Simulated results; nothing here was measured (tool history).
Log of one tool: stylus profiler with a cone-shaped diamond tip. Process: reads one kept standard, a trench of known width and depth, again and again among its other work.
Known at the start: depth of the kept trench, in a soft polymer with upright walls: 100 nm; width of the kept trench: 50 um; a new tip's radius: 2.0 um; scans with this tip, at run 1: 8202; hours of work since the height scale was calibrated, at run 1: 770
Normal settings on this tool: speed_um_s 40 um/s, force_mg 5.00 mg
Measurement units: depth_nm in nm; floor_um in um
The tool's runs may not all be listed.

| run | hour | speed_um_s | force_mg | scans with this tip | hours of work since the height scale was calibrated | depth_nm | floor_um |
|---|---|---|---|---|---|---|---|
| 1 | 0.0 | 40 | 5.00 | 8202 | 770 | 101.96 | 48.67 |
| 2 | 107.7 | 102 | 5.00 | 8852 | 831 | 101.98 | 48.44 |
| 3 | 195.0 | 102 | 5.00 | 9379 | 880 | 101.94 | 48.44 |
| 4 | 285.2 | 102 | 5.00 | 9924 | 931 | 101.92 | 48.43 |
| 5 | 344.3 | 102 | 1.69 | 10280 | 965 | 101.03 | 48.18 |
| 6 | 431.4 | 11 | 5.00 | 10806 | 1014 | 102.02 | 48.73 |
| 7 | 506.3 | 40 | 6.77 | 11259 | 1056 | 102.40 | 48.67 |
|  | 569.5 | height scale calibrated on a step standard |
| 8 | 583.3 | 40 | 6.77 | 11720 | 8 | 102.43 | 48.65 |
| 9 | 685.2 | 40 | 6.77 | 12336 | 66 | 102.39 | 48.62 |
| 10 | 809.5 | 40 | 6.77 | 13086 | 136 | 102.42 | 48.65 |
| 11 | 898.2 | 40 | 6.77 | 13621 | 186 | 102.42 | 48.61 |
| 12 | 989.3 | 40 | 6.77 | 14171 | 238 | 102.37 | 48.63 |
| 13 | 1111.7 | 40 | 6.77 | 14910 | 307 | 102.41 | 48.64 |
| 14 | 1218.5 | 40 | 6.77 | 15555 | 368 | 102.32 | 48.64 |
| 15 | 1283.1 | 40 | 5.00 | 15945 | 404 | 101.97 | 48.64 |
| 16 | 1354.4 | 40 | 5.00 | 16375 | 445 | 102.00 | 48.58 |
| 17 | 1442.5 | 40 | 5.00 | 16907 | 495 | 101.94 | 48.66 |
| 18 | 1525.8 | 40 | 5.00 | 17411 | 542 | 101.91 | 48.62 |
| 19 | 1618.0 | 40 | 5.00 | 17967 | 594 | 101.95 | 48.57 |
| 20 | 1679.1 | 47 | 5.00 | 18336 | 629 | 102.01 | 48.55 |
| 21 | 1759.2 | 69 | 5.00 | 18820 | 674 | 101.98 | 48.47 |
| 22 | 1888.8 | 40 | 3.39 | 19602 | 747 | 101.52 | 48.57 |
| 23 | 2002.3 | 40 | 5.00 | 20287 | 812 | 101.96 | 48.63 |
|  | 2059.7 | new tip fitted, height scale calibrated |
| 24 | 2062.0 | 40 | 5.00 | 14 | 1 | 101.93 | 48.58 |
| 25 | 2163.7 | 96 | 6.53 | 628 | 59 | 102.37 | 48.52 |
| 26 | 2274.7 | 96 | 6.53 | 1299 | 122 | 102.34 | 48.52 |
| 27 | 2371.2 | 96 | 6.53 | 1881 | 177 | 102.42 | 48.53 |
| 28 | 2484.1 | 91 | 4.78 | 2563 | 240 | 101.90 | 48.50 |
| 29 | 2598.2 | 17 | 5.37 | 3252 | 305 | 102.01 | 48.73 |
| 30 | 2701.3 | 111 | 2.03 | 3874 | 364 | 101.06 | 48.15 |
| 31 | 2763.5 | 18 | 12.08 | 4250 | 399 | 103.58 | 48.70 |
| 32 | 2844.9 | 18 | 12.08 | 4741 | 445 | 103.55 | 48.71 |
| 33 | 2920.7 | 18 | 12.08 | 5199 | 488 | 103.56 | 48.69 |
| 34 | 2982.0 | 18 | 12.08 | 5569 | 523 | 103.56 | 48.71 |
| 35 | 3038.4 | 144 | 7.54 | 5909 | 554 | 102.58 | 48.39 |
| 36 | 3140.9 | 37 | 10.81 | 6528 | 613 | 103.28 | 48.66 |
| 37 | 3226.7 | 40 | 9.45 | 7046 | 661 | 103.06 | 48.65 |
| 38 | 3308.6 | 40 | 9.45 | 7540 | 708 | 103.01 | 48.63 |
| 39 | 3379.5 | 40 | 9.45 | 7969 | 748 | 103.04 | 48.69 |
| 40 | 3468.7 | 40 | 9.45 | 8507 | 798 | 103.04 | 48.59 |
| 41 | 3576.2 | 40 | 9.45 | 9156 | 859 | 103.05 | 48.65 |
| 42 | 3649.2 | 15 | 3.91 | 9597 | 900 | 101.68 | 48.66 |
| 43 | 3732.3 | 15 | 3.91 | 10098 | 948 | 101.68 | 48.66 |
| 44 | 3806.4 | 15 | 3.91 | 10546 | 990 | 101.68 | 48.70 |
| 45 | 3865.3 | 60 | 3.57 | 10901 | 1023 | 101.58 | 48.57 |

How the hidden state differs across the entries between the runs, from the last listed run before each to the first after it:
After run 7, before run 8: height scale calibrated on a step standard (hour 569.5)
  height scale over the true one, %: 0.004 -> -0.001
After run 23, before run 24: new tip fitted, height scale calibrated (hour 2059.7)
  radius of the tip, um: 2.07 -> 2; height scale over the true one, %: 0.002 -> 0

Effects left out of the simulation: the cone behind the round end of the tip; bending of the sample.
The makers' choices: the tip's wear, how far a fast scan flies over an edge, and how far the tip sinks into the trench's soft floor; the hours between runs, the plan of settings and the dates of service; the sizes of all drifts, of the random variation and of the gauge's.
